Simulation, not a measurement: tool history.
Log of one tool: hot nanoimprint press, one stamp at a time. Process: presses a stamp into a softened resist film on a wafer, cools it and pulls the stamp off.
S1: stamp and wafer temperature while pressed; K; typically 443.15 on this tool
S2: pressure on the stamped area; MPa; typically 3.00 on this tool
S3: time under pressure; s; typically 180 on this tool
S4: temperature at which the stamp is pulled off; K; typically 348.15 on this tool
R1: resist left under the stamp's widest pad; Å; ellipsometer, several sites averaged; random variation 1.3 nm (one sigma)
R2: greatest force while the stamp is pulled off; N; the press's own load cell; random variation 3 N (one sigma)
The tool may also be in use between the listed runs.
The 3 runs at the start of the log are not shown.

{"run": 4, "hour": 80.1, "S1": 443.15, "S2": 3.0, "S3": 307, "S4": 348.15, "R1": 1646, "R2": 142}
{"run": 5, "hour": 103.3, "S1": 443.15, "S2": 2.78, "S3": 180, "S4": 348.15, "R1": 2128, "R2": 147}
{"run": 6, "hour": 144.1, "S1": 443.15, "S2": 2.78, "S3": 180, "S4": 348.15, "R1": 2127, "R2": 143}
{"run": 7, "hour": 166.3, "S1": 443.15, "S2": 3.0, "S3": 180, "S4": 341.15, "R1": 2027, "R2": 148}
{"run": 8, "hour": 193.7, "S1": 443.15, "S2": 3.0, "S3": 180, "S4": 341.15, "R1": 2045, "R2": 159}
{"run": 9, "hour": 223.0, "S1": 438.15, "S2": 3.0, "S3": 180, "S4": 341.15, "R1": 2708, "R2": 158}
{"run": 10, "hour": 252.8, "S1": 438.15, "S2": 3.0, "S3": 180, "S4": 341.15, "R1": 2753, "R2": 160}
{"hour": 267.0, "done": "plate thermocouple calibrated"}
{"run": 11, "hour": 273.9, "S1": 438.15, "S2": 3.0, "S3": 180, "S4": 341.15, "R1": 2699, "R2": 154}
{"hour": 283.7, "done": "stamp cleaned and given a new release coat"}
{"run": 12, "hour": 320.3, "S1": 443.15, "S2": 3.0, "S3": 115, "S4": 348.15, "R1": 2432, "R2": 149}
{"run": 13, "hour": 343.3, "S1": 443.15, "S2": 3.0, "S3": 115, "S4": 348.15, "R1": 2413, "R2": 146}
{"run": 14, "hour": 372.8, "S1": 443.15, "S2": 3.48, "S3": 115, "S4": 348.15, "R1": 2226, "R2": 143}
{"run": 15, "hour": 396.9, "S1": 443.15, "S2": 3.48, "S3": 115, "S4": 348.15, "R1": 2242, "R2": 143}
{"run": 16, "hour": 437.4, "S1": 443.15, "S2": 3.0, "S3": 250, "S4": 346.15, "R1": 1781, "R2": 150}
{"run": 17, "hour": 464.9, "S1": 443.15, "S2": 2.31, "S3": 305, "S4": 348.15, "R1": 1880, "R2": 137}
{"run": 18, "hour": 485.4, "S1": 439.15, "S2": 2.31, "S3": 110, "S4": 345.15, "R1": 3327, "R2": 150}
{"run": 19, "hour": 514.0, "S1": 450.15, "S2": 3.14, "S3": 302, "S4": 339.15, "R1": 1073, "R2": 156}
{"run": 20, "hour": 556.0, "S1": 443.15, "S2": 4.11, "S3": 180, "S4": 337.15, "R1": 1769, "R2": 157}
{"run": 21, "hour": 577.0, "S1": 443.15, "S2": 4.11, "S3": 180, "S4": 337.15, "R1": 1757, "R2": 163}
{"run": 22, "hour": 604.2, "S1": 439.15, "S2": 3.0, "S3": 218, "S4": 348.15, "R1": 2383, "R2": 150}
{"hour": 646.5, "done": "stamp cleaned and given a new release coat"}
{"run": 23, "hour": 646.5, "S1": 439.15, "S2": 3.0, "S3": 218, "S4": 348.15, "R1": 2391, "R2": 144}

What does the tool deliver on the next run?
{"run": 24, "hour": 668.6, "S1": 455.15, "S2": 3.0, "S3": 180, "S4": 348.15, "R1": "?", "R2": "?"}

Run 24 produced R1 1022 Å, R2 140 N.
With the hidden condition absent and the run-to-run variation left alone, this run would have shown R1 1019 Å, R2 140 N.
